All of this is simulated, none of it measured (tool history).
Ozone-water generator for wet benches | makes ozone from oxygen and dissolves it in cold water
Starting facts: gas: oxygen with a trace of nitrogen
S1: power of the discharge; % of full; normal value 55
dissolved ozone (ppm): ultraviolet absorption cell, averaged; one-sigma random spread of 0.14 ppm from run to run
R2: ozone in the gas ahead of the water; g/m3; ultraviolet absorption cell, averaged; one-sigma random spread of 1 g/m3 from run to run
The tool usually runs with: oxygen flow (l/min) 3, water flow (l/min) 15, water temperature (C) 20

{"run": 1, "hour": 0.0, "S1": 55, "oxygen flow (l/min)": 3, "water flow (l/min)": 15, "water temperature (C)": 20, "dissolved ozone (ppm)": 16.3, "R2": 173.8}
{"run": 2, "hour": 128.0, "S1": 55, "oxygen flow (l/min)": 3, "water flow (l/min)": 15, "water temperature (C)": 19, "dissolved ozone (ppm)": 16.5, "R2": 173.7}
{"run": 3, "hour": 275.3, "S1": 70, "oxygen flow (l/min)": 3, "water flow (l/min)": 15, "water temperature (C)": 19, "dissolved ozone (ppm)": 19.7, "R2": 208.3}
{"run": 4, "hour": 368.7, "S1": 70, "oxygen flow (l/min)": 3, "water flow (l/min)": 16, "water temperature (C)": 19, "dissolved ozone (ppm)": 18.5, "R2": 208.4}
{"hour": 380.2, "done": "contactor cleaned"}
{"run": 5, "hour": 505.6, "S1": 70, "oxygen flow (l/min)": 3, "water flow (l/min)": 16, "water temperature (C)": 19, "dissolved ozone (ppm)": 18.4, "R2": 208.2}
{"run": 6, "hour": 632.9, "S1": 70, "oxygen flow (l/min)": 3, "water flow (l/min)": 16, "water temperature (C)": 19, "dissolved ozone (ppm)": 18.5, "R2": 207.6}
{"run": 7, "hour": 715.7, "S1": 70, "oxygen flow (l/min)": 3, "water flow (l/min)": 16, "water temperature (C)": 19, "dissolved ozone (ppm)": 18.4, "R2": 208.3}
{"run": 8, "hour": 789.3, "S1": 70, "oxygen flow (l/min)": 3, "water flow (l/min)": 16, "water temperature (C)": 19, "dissolved ozone (ppm)": 18.6, "R2": 208.2}
{"run": 9, "hour": 903.5, "S1": 70, "oxygen flow (l/min)": 3, "water flow (l/min)": 16, "water temperature (C)": 19, "dissolved ozone (ppm)": 18.2, "R2": 207.9}
{"run": 10, "hour": 1038.6, "S1": 55, "oxygen flow (l/min)": 3, "water flow (l/min)": 15, "water temperature (C)": 20, "dissolved ozone (ppm)": 16.5, "R2": 173.4}
{"run": 11, "hour": 1112.2, "S1": 55, "oxygen flow (l/min)": 3, "water flow (l/min)": 15, "water temperature (C)": 20, "dissolved ozone (ppm)": 16.2, "R2": 175.1}
{"run": 12, "hour": 1245.7, "S1": 55, "oxygen flow (l/min)": 3, "water flow (l/min)": 15, "water temperature (C)": 20, "dissolved ozone (ppm)": 16.1, "R2": 174.2}
{"run": 13, "hour": 1371.1, "S1": 55, "oxygen flow (l/min)": 3, "water flow (l/min)": 15, "water temperature (C)": 20, "dissolved ozone (ppm)": 16, "R2": 174.2}
{"run": 14, "hour": 1470.8, "S1": 55, "oxygen flow (l/min)": 3, "water flow (l/min)": 15, "water temperature (C)": 20, "dissolved ozone (ppm)": 16.3, "R2": 175.8}
{"run": 15, "hour": 1598.2, "S1": 55, "oxygen flow (l/min)": 3, "water flow (l/min)": 15, "water temperature (C)": 20, "dissolved ozone (ppm)": 16.2, "R2": 174.6}
{"run": 16, "hour": 1662.3, "S1": 55, "oxygen flow (l/min)": 3, "water flow (l/min)": 15, "water temperature (C)": 18, "dissolved ozone (ppm)": 16.7, "R2": 172.7}
{"run": 17, "hour": 1746.2, "S1": 55, "oxygen flow (l/min)": 3, "water flow (l/min)": 20, "water temperature (C)": 25, "dissolved ozone (ppm)": 11.6, "R2": 175.6}
{"run": 18, "hour": 1895.5, "S1": 55, "oxygen flow (l/min)": 1.72, "water flow (l/min)": 15, "water temperature (C)": 21, "dissolved ozone (ppm)": 13, "R2": 204.6}
{"run": 19, "hour": 2021.9, "S1": 55, "oxygen flow (l/min)": 1.72, "water flow (l/min)": 15, "water temperature (C)": 21, "dissolved ozone (ppm)": 13.1, "R2": 206.9}
{"run": 20, "hour": 2150.5, "S1": 55, "oxygen flow (l/min)": 1.7, "water flow (l/min)": 16, "water temperature (C)": 16, "dissolved ozone (ppm)": 12.8, "R2": 207}
{"run": 21, "hour": 2255.1, "S1": 75, "oxygen flow (l/min)": 2.98, "water flow (l/min)": 16, "water temperature (C)": 26, "dissolved ozone (ppm)": 17.8, "R2": 218.3}
{"run": 22, "hour": 2348.6, "S1": 75, "oxygen flow (l/min)": 2.98, "water flow (l/min)": 11, "water temperature (C)": 26, "dissolved ozone (ppm)": 24.1, "R2": 216.3}
{"run": 23, "hour": 2464.8, "S1": 55, "oxygen flow (l/min)": 4.28, "water flow (l/min)": 24, "water temperature (C)": 20, "dissolved ozone (ppm)": 11.1, "R2": 155.9}
{"run": 24, "hour": 2527.5, "S1": 48, "oxygen flow (l/min)": 4.28, "water flow (l/min)": 15, "water temperature (C)": 20, "dissolved ozone (ppm)": 16.1, "R2": 140.9}
{"run": 25, "hour": 2658.4, "S1": 89, "oxygen flow (l/min)": 1.76, "water flow (l/min)": 23, "water temperature (C)": 12, "dissolved ozone (ppm)": 12.4, "R2": 292}
{"run": 26, "hour": 2786.4, "S1": 55, "oxygen flow (l/min)": 3, "water flow (l/min)": 15, "water temperature (C)": 27, "dissolved ozone (ppm)": 14.9, "R2": 174.6}
{"run": 27, "hour": 2923.9, "S1": 55, "oxygen flow (l/min)": 3, "water flow (l/min)": 14, "water temperature (C)": 20, "dissolved ozone (ppm)": 17.2, "R2": 173.2}
{"run": 28, "hour": 2996.3, "S1": 55, "oxygen flow (l/min)": 3, "water flow (l/min)": 14, "water temperature (C)": 20, "dissolved ozone (ppm)": 17.3, "R2": 175.5}
{"run": 29, "hour": 3111.6, "S1": 48, "oxygen flow (l/min)": 2.38, "water flow (l/min)": 14, "water temperature (C)": 17, "dissolved ozone (ppm)": 15.1, "R2": 170.8}
{"hour": 3180.8, "done": "water thermometer calibrated"}
{"run": 30, "hour": 3221.3, "S1": 62, "oxygen flow (l/min)": 2.38, "water flow (l/min)": 14, "water temperature (C)": 17, "dissolved ozone (ppm)": 18, "R2": 204.9}
{"run": 31, "hour": 3348.8, "S1": 62, "oxygen flow (l/min)": 2.38, "water flow (l/min)": 14, "water temperature (C)": 17, "dissolved ozone (ppm)": 18.2, "R2": 203.7}
{"run": 32, "hour": 3431.6, "S1": 55, "oxygen flow (l/min)": 3, "water flow (l/min)": 15, "water temperature (C)": 27, "dissolved ozone (ppm)": 14.9, "R2": 175}

4 options for the next run, each taken on its own from the tool as it stands now. Forecast them:
{"run": "A", "hour": 3529.3, "S1": 55, "oxygen flow (l/min)": 3.63, "water flow (l/min)": 10, "water temperature (C)": 14, "dissolved ozone (ppm)": "?", "R2": "?"}
{"run": "B", "hour": 3529.3, "S1": 55, "oxygen flow (l/min)": 3, "water flow (l/min)": 10, "water temperature (C)": 20, "dissolved ozone (ppm)": "?", "R2": "?"}
{"run": "C", "hour": 3529.3, "S1": 49, "oxygen flow (l/min)": 3, "water flow (l/min)": 15, "water temperature (C)": 20, "dissolved ozone (ppm)": "?", "R2": "?"}
{"run": "D", "hour": 3529.3, "S1": 55, "oxygen flow (l/min)": 3, "water flow (l/min)": 10, "water temperature (C)": 16, "dissolved ozone (ppm)": "?", "R2": "?"}

run=A dissolved_ozone_(ppm)=26.1 R2=165.1
run=B dissolved_ozone_(ppm)=22.7 R2=173.3
run=C dissolved_ozone_(ppm)=14.9 R2=160.5
run=D dissolved_ozone_(ppm)=24.1 R2=174.4
The same runs, with their run-to-run variation unchanged, on a tool lacking any hidden condition would have given:
run=A dissolved_ozone_(ppm)=26.1 R2=165.2
run=B dissolved_ozone_(ppm)=22.7 R2=173.4
run=C dissolved_ozone_(ppm)=14.9 R2=160.6
run=D dissolved_ozone_(ppm)=24.1 R2=174.5

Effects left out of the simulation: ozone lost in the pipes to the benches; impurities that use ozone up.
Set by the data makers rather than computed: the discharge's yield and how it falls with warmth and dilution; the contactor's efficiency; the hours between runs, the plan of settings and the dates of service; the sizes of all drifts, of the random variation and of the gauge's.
